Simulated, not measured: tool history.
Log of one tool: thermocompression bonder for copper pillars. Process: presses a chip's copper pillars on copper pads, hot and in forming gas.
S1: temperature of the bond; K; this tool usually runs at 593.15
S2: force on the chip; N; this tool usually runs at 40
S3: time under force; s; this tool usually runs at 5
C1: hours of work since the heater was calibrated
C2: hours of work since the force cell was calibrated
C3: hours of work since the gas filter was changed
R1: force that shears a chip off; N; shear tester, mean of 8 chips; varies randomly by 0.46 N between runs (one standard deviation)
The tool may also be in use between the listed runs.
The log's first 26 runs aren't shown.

run     day      S1  S2  S3    C1   C2   C3    R1
 27  11.642  567.15  47   4   942  277  426  21.6
 28  12.088  567.15  47   4   948  282  431  21.0
 29  12.417  584.15  41   3   952  287  436  22.4
 30  13.029  607.15  48   5   960  295  444  41.0
 31  13.338  590.15  25   6   964  299  448  24.4
 32  13.808  590.15  59   6   971  305  454  40.0
 33  14.296  570.15  44  10   977  312  461  31.5
 34  14.633  586.15  39  10   982  316  465  35.7
 35  15.262  621.15  41  10   990  325  474  55.5
 36  15.725  566.15  40   5   996  331  480  21.1
     15.908  -- forming gas filter changed
 37  16.358  593.15  41  15  1005  339    6  50.2
 38  16.762  593.15  37  10  1010  345   11  41.6
 39  17.358  590.15  45   6  1018  353   19  36.5
 40  17.746  593.15  40   5  1023  358   25  32.6
 41  18.325  593.15  48   5  1031  365   32  36.6

Alternative continuations, all from the tool just after run 41; predict every row:
  A  18.592  593.15  48   5  1034  369  36   ?
  B  18.592  605.15  40   3  1034  369  36   ?
  C  18.592  593.15  40   6  1034  369  36   ?

run    R1
  A  36.4
  B  31.7
  C  34.5
Without the tool's hidden state the same runs would have given:
run    R1
  A  40.8
  B  35.6
  C  38.8
